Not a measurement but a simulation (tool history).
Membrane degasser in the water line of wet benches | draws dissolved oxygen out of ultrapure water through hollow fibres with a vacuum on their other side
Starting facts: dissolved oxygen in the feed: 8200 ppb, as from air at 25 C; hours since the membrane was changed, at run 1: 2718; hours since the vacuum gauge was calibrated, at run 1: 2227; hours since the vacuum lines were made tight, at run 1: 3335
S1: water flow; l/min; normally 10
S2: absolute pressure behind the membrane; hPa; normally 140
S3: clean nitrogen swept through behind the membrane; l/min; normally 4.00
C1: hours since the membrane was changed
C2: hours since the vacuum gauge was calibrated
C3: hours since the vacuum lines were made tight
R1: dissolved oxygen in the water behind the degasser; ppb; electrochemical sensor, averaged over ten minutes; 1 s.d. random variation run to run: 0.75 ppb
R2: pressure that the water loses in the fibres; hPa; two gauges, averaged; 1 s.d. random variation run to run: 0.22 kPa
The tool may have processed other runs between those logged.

Run 1, day 0.000: usual settings; C1 2718; C2 2227; C3 3335. Result: R1 68.3 ppb, R2 535.2 hPa.
Run 2, day 5.596: usual settings; C1 2853; C2 2361; C3 3470. Result: R1 68.5 ppb, R2 534.6 hPa.
Run 3, day 15.125: usual settings but S3 1.68 l/min; C1 3081; C2 2590; C3 3698. Result: R1 158.5 ppb, R2 532.6 hPa.
Run 4, day 22.675: usual settings but S3 1.68 l/min; C1 3263; C2 2771; C3 3879. Result: R1 154.7 ppb, R2 532.1 hPa.
Run 5, day 27.471: usual settings but S3 1.68 l/min; C1 3378; C2 2886; C3 3995. Result: R1 154.7 ppb, R2 535.0 hPa.
Run 6, day 35.662: usual settings but S2 153 hPa, S3 1.68 l/min; C1 3574; C2 3083; C3 4191. Result: R1 176.7 ppb, R2 531.7 hPa.
Run 7, day 39.733: usual settings but S2 153 hPa, S3 1.68 l/min; C1 3672; C2 3181; C3 4289. Result: R1 173.2 ppb, R2 533.6 hPa.
Run 8, day 44.025: usual settings but S2 153 hPa, S3 1.68 l/min; C1 3775; C2 3284; C3 4392. Result: R1 174.7 ppb, R2 537.5 hPa.
Run 9, day 50.517: usual settings but S2 153 hPa, S3 1.68 l/min; C1 3931; C2 3439; C3 4548. Result: R1 172.3 ppb, R2 532.7 hPa.
Run 10, day 60.096: usual settings but S2 153 hPa, S3 1.68 l/min; C1 4161; C2 3669; C3 4778. Result: R1 172.5 ppb, R2 531.0 hPa.
Run 11, day 63.971: usual settings but S2 153 hPa, S3 1.62 l/min; C1 4254; C2 3762; C3 4871. Result: R1 179.8 ppb, R2 534.8 hPa.
Run 12, day 68.779: usual settings but S1 13 l/min; C1 4369; C2 3878; C3 4986. Result: R1 91.0 ppb, R2 694.7 hPa.
Run 13, day 76.604: usual settings but S2 235 hPa; C1 4557; C2 4066; C3 5174. Result: R1 125.8 ppb, R2 536.5 hPa.
Run 14, day 81.112: usual settings but S3 2.65 l/min; C1 4665; C2 4174; C3 5282. Result: R1 102.1 ppb, R2 532.8 hPa.
Run 15, day 88.708: usual settings but S3 2.65 l/min; C1 4847; C2 4356; C3 5464. Result: R1 103.1 ppb, R2 533.9 hPa.
Run 16, day 94.021: usual settings but S3 2.34 l/min; C1 4975; C2 4484; C3 5592. Result: R1 114.3 ppb, R2 534.7 hPa.
Run 17, day 102.854: usual settings but S1 11 l/min, S2 132 hPa, S3 5.16 l/min; C1 5187; C2 4696; C3 5804. Result: R1 55.9 ppb, R2 583.2 hPa.
Run 18, day 109.679: usual settings but S1 11 l/min, S2 132 hPa, S3 5.16 l/min; C1 5351; C2 4859; C3 5968. Result: R1 55.8 ppb, R2 587.3 hPa.
Run 19, day 113.596: usual settings but S2 90 hPa, S3 7.24 l/min; C1 5445; C2 4953; C3 6062. Result: R1 21.8 ppb, R2 531.8 hPa.
Run 20, day 121.092: usual settings but S1 11 l/min, S2 90 hPa, S3 1.71 l/min; C1 5625; C2 5133; C3 6241. Result: R1 92.3 ppb, R2 586.5 hPa.
Run 21, day 128.771: usual settings but S1 11 l/min, S2 90 hPa, S3 1.71 l/min; C1 5809; C2 5318; C3 6426. Result: R1 92.1 ppb, R2 591.4 hPa.
Run 22, day 133.175: usual settings but S1 12 l/min, S3 2.28 l/min; C1 5915; C2 5423; C3 6531. Result: R1 141.6 ppb, R2 638.2 hPa.
Run 23, day 137.779: usual settings but S1 16 l/min, S3 5.55 l/min; C1 6025; C2 5534; C3 6642. Result: R1 84.7 ppb, R2 847.9 hPa.
At day 139.429: seals of the vacuum lines changed.
Run 24, day 142.333: usual settings but S2 288 hPa, S3 1.60 l/min; C1 6132; C2 5641; C3 70. Result: R1 381.5 ppb, R2 534.8 hPa.
Run 25, day 151.921: usual settings but S2 288 hPa, S3 1.60 l/min; C1 6362; C2 5871; C3 300. Result: R1 375.7 ppb, R2 531.1 hPa.
Run 26, day 156.862: usual settings but S1 14 l/min, S2 249 hPa, S3 1.88 l/min; C1 6481; C2 5990; C3 418. Result: R1 376.6 ppb, R2 752.3 hPa.
Run 27, day 161.083: usual settings but S2 148 hPa, S3 4.07 l/min; C1 6582; C2 6091; C3 520. Result: R1 72.7 ppb, R2 530.6 hPa.
Run 28, day 169.267: usual settings but S2 148 hPa, S3 4.07 l/min; C1 6779; C2 6287; C3 716. Result: R1 72.6 ppb, R2 532.9 hPa.
Run 29, day 174.867: usual settings but S2 148 hPa, S3 4.07 l/min; C1 6913; C2 6422; C3 851. Result: R1 72.2 ppb, R2 533.0 hPa.
Run 30, day 182.458: usual settings but S2 148 hPa, S3 4.07 l/min; C1 7095; C2 6604; C3 1033. Result: R1 71.9 ppb, R2 532.7 hPa.
Run 31, day 189.504: usual settings but S1 9 l/min, S2 188 hPa, S3 5.41 l/min; C1 7264; C2 6773; C3 1202. Result: R1 67.0 ppb, R2 483.0 hPa.
Run 32, day 193.721: usual settings but S1 8 l/min, S2 257 hPa, S3 7.93 l/min; C1 7366; C2 6874; C3 1303. Result: R1 58.4 ppb, R2 428.6 hPa.

What if the next run were any one of these 3? Each begins from the tool's condition after run 32:
Run A, day 197.625: usual settings but S1 14 l/min, S2 182 hPa; C1 7459; C2 6968; C3 1397. Result: R1 ?, R2 ?.
Run B, day 197.625: usual settings but S1 14 l/min, S3 3.46 l/min; C1 7459; C2 6968; C3 1397. Result: R1 ?, R2 ?.
Run C, day 197.625: usual settings but S1 15 l/min, S2 257 hPa, S3 5.34 l/min; C1 7459; C2 6968; C3 1397. Result: R1 ?, R2 ?.

run     R1     R2
  A  133.3  745.3
  B  113.5  746.4
  C  162.3  801.1
Had the tool no hidden state, the same runs would have come out as:
run     R1     R2
  A  133.2  744.1
  B  113.3  745.3
  C  162.2  799.8
